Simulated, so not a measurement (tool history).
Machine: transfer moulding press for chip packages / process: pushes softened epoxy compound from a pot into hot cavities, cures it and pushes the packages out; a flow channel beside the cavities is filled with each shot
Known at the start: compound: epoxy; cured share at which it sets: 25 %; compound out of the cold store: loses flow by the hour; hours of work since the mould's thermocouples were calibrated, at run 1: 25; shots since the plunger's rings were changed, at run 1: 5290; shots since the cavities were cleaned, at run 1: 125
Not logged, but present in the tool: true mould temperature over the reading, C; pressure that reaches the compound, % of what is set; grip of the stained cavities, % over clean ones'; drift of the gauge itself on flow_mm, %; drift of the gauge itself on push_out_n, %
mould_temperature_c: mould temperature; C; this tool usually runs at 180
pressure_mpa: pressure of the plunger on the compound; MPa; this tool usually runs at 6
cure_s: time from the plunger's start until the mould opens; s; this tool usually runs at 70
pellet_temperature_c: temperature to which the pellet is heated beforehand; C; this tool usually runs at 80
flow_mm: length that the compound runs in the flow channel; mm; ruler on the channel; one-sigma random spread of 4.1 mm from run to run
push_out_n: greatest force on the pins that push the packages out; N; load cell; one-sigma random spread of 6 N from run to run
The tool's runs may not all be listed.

run,hour,mould_temperature_c,pressure_mpa,cure_s,pellet_temperature_c,hours of work since the mould's thermocouples were calibrated,shots since the plunger's rings were changed,shots since the cavities were cleaned,incoming compound's hours out of the cold store,flow_mm,push_out_n
1,0,180,6,70,80,25,5290,125,26.2,985,229
# hour 32.8: cavities cleaned with cleaning compound and waxed
# hour 72.7: cavities cleaned with cleaning compound and waxed
2,76.8,180,7.31,70,80,67,6353,59,39,1023,226
# hour 106.4: plunger's sealing rings changed
# hour 113.1: cavities cleaned with cleaning compound and waxed
3,125.3,180,6,70,84,92,251,177,8.6,1060,231
# hour 157.2: cavities cleaned with cleaning compound and waxed
# hour 195.2: cavities cleaned with cleaning compound and waxed
4,206.9,180,6,70,84,137,1382,168,47.4,889,213
# hour 232.6: cavities cleaned with cleaning compound and waxed
# hour 275.6: cavities cleaned with cleaning compound and waxed
5,275.6,180,6,70,84,174,2329,0,25.7,989,225
# hour 317.1: cavities cleaned with cleaning compound and waxed
6,320,180,6,72,80,198,2947,43,16.6,1019,219
# hour 358.6: cavities cleaned with cleaning compound and waxed
7,362.8,180,6,72,80,221,3540,59,38.6,930,207
# hour 396: cavities cleaned with cleaning compound and waxed
8,422.9,180,6,72,80,254,4385,387,9.5,1064,225
# hour 436.5: cavities cleaned with cleaning compound and waxed
# hour 476.1: cavities cleaned with cleaning compound and waxed
9,483,180,6,72,80,287,5207,99,31.7,967,213
# hour 515.3: cavities cleaned with cleaning compound and waxed
10,523.2,180,6,72,80,309,5764,113,30.5,960,212
# hour 558.9: cavities cleaned with cleaning compound and waxed
11,564.3,180,6,70,80,331,6335,78,30.8,959,218
# hour 596.8: plunger's sealing rings changed
# hour 605.3: cavities cleaned with cleaning compound and waxed
12,624.1,180,6,70,80,363,372,270,43.5,913,213
# hour 647.6: cavities cleaned with cleaning compound and waxed
# hour 654.9: mould's thermocouples calibrated
13,667.6,180,6,70,80,7,948,259,39.6,926,208
# hour 690.9: cavities cleaned with cleaning compound and waxed
14,712.6,180,6,78,75,32,1575,313,9.9,1050,198
# hour 733.7: cavities cleaned with cleaning compound and waxed
15,760.8,177,6,70,74,58,2247,390,17.3,1025,269
# hour 772.7: cavities cleaned with cleaning compound and waxed
# hour 811.6: cavities cleaned with cleaning compound and waxed
16,813.5,180,6,70,72,86,2962,26,37.2,942,218
# hour 854: cavities cleaned with cleaning compound and waxed
17,855.2,180,6.18,50,80,109,3541,16,47.6,909,449
# hour 893.3: cavities cleaned with cleaning compound and waxed
18,899.3,180,6,70,82,133,4155,87,35.8,942,217
# hour 931.7: cavities cleaned with cleaning compound and waxed
19,957.6,173,6,93,80,165,4973,373,41.3,935,200
# hour 970.5: cavities cleaned with cleaning compound and waxed
# hour 1009.9: cavities cleaned with cleaning compound and waxed
20,1018.6,180,7.27,58,84,198,5809,126,8.5,1170,335
# hour 1049: cavities cleaned with cleaning compound and waxed
# hour 1090.7: plunger's sealing rings changed
# hour 1092.2: cavities cleaned with cleaning compound and waxed
21,1092.2,184,6.4,70,83,237,0,0,40.2,946,182
# hour 1132.1: cavities cleaned with cleaning compound and waxed
22,1133.3,174,5.08,70,80,259,571,18,33.2,896,296
# hour 1174.1: cavities cleaned with cleaning compound and waxed
23,1208.2,180,6,70,76,300,1627,492,15.8,1031,219
# hour 1217.2: cavities cleaned with cleaning compound and waxed
# hour 1257.9: cavities cleaned with cleaning compound and waxed
24,1258.4,180,6,52,80,327,2307,7,22.1,1000,444
# hour 1297.6: cavities cleaned with cleaning compound and waxed
25,1320.2,180,6,52,80,361,3175,325,14.6,1041,439

Each row is a separate what-if for the run after 25, all from the same tool condition, not one after another. Results?
# hour 1338.8: cavities cleaned with cleaning compound and waxed
# hour 1355.6: mould's thermocouples calibrated
# hour 1380.1: cavities cleaned with cleaning compound and waxed
A,1383.9,180,4.84,70,80,15,4020,54,10.6,?,?
# hour 1338.8: cavities cleaned with cleaning compound and waxed
# hour 1355.6: mould's thermocouples calibrated
# hour 1380.1: cavities cleaned with cleaning compound and waxed
B,1383.9,187,5.04,84,80,15,4020,54,26.1,?,?
# hour 1338.8: cavities cleaned with cleaning compound and waxed
# hour 1355.6: mould's thermocouples calibrated
# hour 1380.1: cavities cleaned with cleaning compound and waxed
C,1383.9,180,5.64,52,80,15,4020,54,11.5,?,?
# hour 1338.8: cavities cleaned with cleaning compound and waxed
# hour 1355.6: mould's thermocouples calibrated
# hour 1380.1: cavities cleaned with cleaning compound and waxed
D,1383.9,180,6.82,70,80,15,4020,54,21.4,?,?

run,flow_mm,push_out_n
A,938,225
B,891,186
C,1018,445
D,1063,220
With the hidden condition removed and each run's random variation left untouched, the same runs would have given:
run,flow_mm,push_out_n
A,939,225
B,892,186
C,1018,444
D,1064,219
